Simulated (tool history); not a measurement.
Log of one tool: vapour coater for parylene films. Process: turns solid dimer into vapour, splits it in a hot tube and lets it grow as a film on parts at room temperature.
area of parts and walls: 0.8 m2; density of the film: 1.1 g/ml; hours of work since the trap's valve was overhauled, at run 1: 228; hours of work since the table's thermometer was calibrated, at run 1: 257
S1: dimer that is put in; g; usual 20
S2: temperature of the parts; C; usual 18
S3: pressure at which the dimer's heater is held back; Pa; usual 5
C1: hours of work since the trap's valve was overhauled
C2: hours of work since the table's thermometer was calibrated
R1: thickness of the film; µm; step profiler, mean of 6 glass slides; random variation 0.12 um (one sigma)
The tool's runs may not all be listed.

Run 1, hour 0: usual settings; C1 228; C2 257. Result: R1 14.43 µm.
Run 2, hour 22.4: usual settings; C1 244; C2 272. Result: R1 14.37 µm.
Run 3, hour 46.2: usual settings but S3 4.4 Pa; C1 260; C2 289. Result: R1 15.01 µm.
Run 4, hour 66.5: usual settings but S3 4.4 Pa; C1 274; C2 303. Result: R1 14.95 µm.
Run 5, hour 90.4: usual settings but S3 7.89 Pa; C1 291; C2 319. Result: R1 13.04 µm.
Run 6, hour 125.1: usual settings but S3 7.89 Pa; C1 315; C2 343. Result: R1 12.92 µm.
At hour 149.7: trap's valve overhauled.
Run 7, hour 161.3: usual settings; C1 8; C2 366. Result: R1 14.39 µm.
Run 8, hour 202.6: usual settings but S2 12 C; C1 37; C2 394. Result: R1 18.07 µm.
Run 9, hour 246.1: usual settings but S2 12 C; C1 67; C2 424. Result: R1 17.79 µm.
Run 10, hour 283.5: usual settings; C1 93; C2 450. Result: R1 14.4 µm.
Run 11, hour 321: usual settings; C1 119; C2 476. Result: R1 14.38 µm.
Run 12, hour 363.5: usual settings but S2 26 C; C1 148; C2 506. Result: R1 10.89 µm.
Run 13, hour 396.4: usual settings but S2 26 C; C1 171; C2 528. Result: R1 10.89 µm.
Run 14, hour 423.6: usual settings but S1 29 g; C1 190; C2 547. Result: R1 20.71 µm.
Run 15, hour 453.9: usual settings but S1 29 g; C1 211; C2 568. Result: R1 20.83 µm.
Run 16, hour 477.5: usual settings but S3 4.09 Pa; C1 227; C2 585. Result: R1 15.11 µm.
Run 17, hour 509.5: usual settings but S3 2.18 Pa; C1 249; C2 607. Result: R1 17.12 µm.
Run 18, hour 541.5: usual settings but S2 13 C; C1 271; C2 629. Result: R1 17.22 µm.
Run 19, hour 581.6: usual settings but S2 13 C; C1 299; C2 657. Result: R1 17.01 µm.
Run 20, hour 610.7: usual settings but S2 10 C; C1 319; C2 677. Result: R1 18.91 µm.
At hour 629.7: trap's valve overhauled.
Run 21, hour 639.8: usual settings; C1 7; C2 694. Result: R1 14.34 µm.
Run 22, hour 672.7: usual settings but S1 11 g; C1 30; C2 717. Result: R1 7.81 µm.
Run 23, hour 722.1: usual settings; C1 64; C2 751. Result: R1 14.54 µm.
Run 24, hour 764.7: usual settings but S1 14 g; C1 94; C2 781. Result: R1 10.12 µm.
Run 25, hour 791.2: usual settings but S1 30 g, S3 2.35 Pa; C1 112; C2 799. Result: R1 25.49 µm.
Run 26, hour 835.1: usual settings but S2 23 C; C1 142; C2 830. Result: R1 12.08 µm.
Run 27, hour 870.1: usual settings but S2 23 C; C1 167; C2 854. Result: R1 11.98 µm.
Run 28, hour 900.5: usual settings but S2 23 C; C1 188; C2 875. Result: R1 12.09 µm.
Run 29, hour 931: usual settings but S1 17 g, S2 10 C, S3 7.4 Pa; C1 209; C2 896. Result: R1 14.8 µm.
Run 30, hour 964.1: usual settings but S1 23 g, S2 13 C; C1 232; C2 919. Result: R1 19.5 µm.
Run 31, hour 993.5: usual settings but S1 23 g, S2 13 C; C1 252; C2 939. Result: R1 19.7 µm.
Run 32, hour 1016.4: usual settings but S1 32 g, S2 15 C, S3 2.78 Pa; C1 268; C2 955. Result: R1 29.26 µm.
Run 33, hour 1053.8: usual settings but S1 32 g, S2 15 C, S3 2.78 Pa; C1 294; C2 981. Result: R1 29.21 µm.
Run 34, hour 1098.6: usual settings but S1 36 g, S2 30 C, S3 4.77 Pa; C1 325; C2 1012. Result: R1 17 µm.
At hour 1109.6: trap's valve overhauled.
Run 35, hour 1151.6: usual settings but S1 36 g, S2 30 C, S3 4.77 Pa; C1 29; C2 1046. Result: R1 17.23 µm.
Run 36, hour 1179.1: usual settings but S1 36 g, S2 27 C, S3 7.61 Pa; C1 48; C2 1065. Result: R1 17.39 µm.
Run 37, hour 1222.7: usual settings but S1 36 g, S2 27 C, S3 7.61 Pa; C1 78; C2 1095. Result: R1 17.22 µm.
Run 38, hour 1248.2: usual settings but S2 20 C, S3 11.66 Pa; C1 96; C2 1113. Result: R1 11.11 µm.
Run 39, hour 1296.9: usual settings but S1 14 g, S2 14 C, S3 11.53 Pa; C1 130; C2 1147. Result: R1 9.66 µm.
Run 40, hour 1340.8: usual settings but S1 26 g, S2 25 C, S3 11.53 Pa; C1 160; C2 1177. Result: R1 12.36 µm.
Run 41, hour 1381: usual settings but S1 26 g, S2 25 C, S3 11.53 Pa; C1 188; C2 1205. Result: R1 12.07 µm.
Run 42, hour 1427.1: usual settings but S2 26 C; C1 220; C2 1237. Result: R1 10.97 µm.
Run 43, hour 1457: usual settings but S1 25 g, S2 11 C; C1 241; C2 1258. Result: R1 23.2 µm.
Run 44, hour 1492.3: usual settings but S1 23 g, S2 30 C; C1 265; C2 1282. Result: R1 10.8 µm.
Run 45, hour 1538.6: usual settings but S1 30 g, S2 14 C, S3 3.74 Pa; C1 297; C2 1314. Result: R1 26.24 µm.
Run 46, hour 1562.1: usual settings but S1 32 g, S2 29 C, S3 2.27 Pa; C1 313; C2 1330. Result: R1 18.35 µm.
Run 47, hour 1582.2: usual settings but S1 34 g, S2 12 C, S3 11.73 Pa; C1 327; C2 1344. Result: R1 25.18 µm.
At hour 1588.9: trap's valve overhauled.
Run 48, hour 1622.2: usual settings but S1 9 g, S2 19 C, S3 6.36 Pa; C1 23; C2 1369. Result: R1 5.85 µm.

Measured less the same run without the tool's hidden state. The same run-to-run variation is in both; the gauge's scatter may not be:
The hidden state here: vapour lost through the trap's worn valve, %; true temperature of the parts over the reading, C; drift of the gauge itself on film_um, %.
run     R1
  1  -0.05
  2  -0.06
  3  -0.05
  4  -0.06
  5  -0.06
  6  -0.06
  7  -0.01
  8  -0.02
  9  -0.02
 10  -0.02
 11  -0.04
 12  -0.03
 13  -0.03
 14  -0.07
 15  -0.08
 16  -0.06
 17  -0.07
 18  -0.08
 19  -0.08
 20   -0.1
 21     +0
 22  -0.01
 23  -0.02
 24  -0.02
 25  -0.05
 26  -0.03
 27  -0.03
 28  -0.04
 29  -0.05
 30  -0.07
 31  -0.08
 32  -0.12
 33  -0.13
 34  -0.09
 35     +0
 36  -0.01
 37  -0.02
 38  -0.02
 39  -0.01
 40  -0.03
 41  -0.03
 42  -0.04
 43  -0.08
 44  -0.04
 45  -0.11
 46  -0.08
 47  -0.12
 48     +0

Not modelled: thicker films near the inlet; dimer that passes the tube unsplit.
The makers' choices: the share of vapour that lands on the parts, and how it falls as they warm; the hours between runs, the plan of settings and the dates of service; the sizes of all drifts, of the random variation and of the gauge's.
